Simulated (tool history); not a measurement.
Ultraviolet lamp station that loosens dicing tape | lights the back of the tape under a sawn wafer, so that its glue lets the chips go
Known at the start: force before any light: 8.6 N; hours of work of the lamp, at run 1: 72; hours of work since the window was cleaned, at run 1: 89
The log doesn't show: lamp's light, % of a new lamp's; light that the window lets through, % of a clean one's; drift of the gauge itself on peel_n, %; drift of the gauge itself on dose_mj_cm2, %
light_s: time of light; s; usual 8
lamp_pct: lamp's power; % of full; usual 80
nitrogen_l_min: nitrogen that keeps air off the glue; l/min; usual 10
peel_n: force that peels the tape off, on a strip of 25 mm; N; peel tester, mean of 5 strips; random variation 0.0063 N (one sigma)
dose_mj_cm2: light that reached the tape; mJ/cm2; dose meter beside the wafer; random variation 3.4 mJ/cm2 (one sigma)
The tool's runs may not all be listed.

run	day	light_s	lamp_pct	nitrogen_l_min	hours of work of the lamp	hours of work since the window was cleaned	peel_n	dose_mj_cm2
1	0.000	8	80	10	72	89	0.218	514
2	0.533	8	80	6	79	96	0.326	517
3	1.029	8	80	10	86	102	0.215	515
4	1.371	8	80	10	90	107	0.216	509
5	1.796	8	80	10	96	113	0.224	504
6	2.188	8	87	10	102	118	0.179	547
7	2.667	8	87	10	108	125	0.197	549
8	3.188	16	80	10	115	132	0.134	994
9	3.454	8	80	10	119	135	0.234	500
10	3.842	8	80	10	124	141	0.227	501
11	4.229	8	94	10	129	146	0.175	592
12	4.667	8	94	10	135	152	0.185	583
13	4.896	8	94	10	138	155	0.174	580
14	5.254	8	94	10	143	160	0.183	581
15	5.658	8	94	10	149	165	0.182	582
16	5.938	8	94	10	152	169	0.175	573
17	6.238	8	94	10	157	173	0.176	570
18	6.554	8	80	3	161	177	0.684	492
19	6.971	8	80	3	166	183	0.694	487
20	7.438	5	80	10	173	189	0.689	303
21	7.696	5	94	8	176	193	0.583	356
22	8.050	5	94	8	181	198	0.587	353
23	8.588	8	80	10	188	205	0.242	481
24	9.017	8	80	10	194	211	0.253	478
25	9.333	8	80	10	199	215	0.255	476
26	9.758	8	80	10	204	221	0.260	473
27	10.167	16	80	10	210	226	0.134	947
28	10.533	5	93	7	215	231	0.713	344
29	11.008	5	93	7	221	238	0.713	339
30	11.454	5	93	7	227	244	0.726	345
31	11.758	9	80	10	231	248	0.215	524
32	12.133	13	80	10	237	253	0.144	753
33	12.438	11	80	7	241	257	0.194	635
34	12.908	4	80	6	247	264	1.660	230
35	13.129	15	72	12	250	267	0.132	779
36	13.658	5	85	6	257	274	1.065	303
37	14.162	5	79	4	264	281	1.524	281

Hidden state or all else? Some run-to-run changes of peel_n, split into what the settings, what came in and random variation would give without the hidden state, and what is left for the hidden state (with any gauge scatter that isn't in both results):
Run 33 -> 34: light_s 11 -> 4, nitrogen_l_min 7 -> 6. peel_n +1.466 N: hidden state +0.388, all else +1.078.
Run 34 -> 35: light_s 4 -> 15, lamp_pct 80 -> 72, nitrogen_l_min 6 -> 12. peel_n -1.528 N: hidden state -0.420, all else -1.108.
Run 35 -> 36: light_s 15 -> 5, lamp_pct 72 -> 85, nitrogen_l_min 12 -> 6. peel_n +0.933 N: hidden state +0.331, all else +0.602.
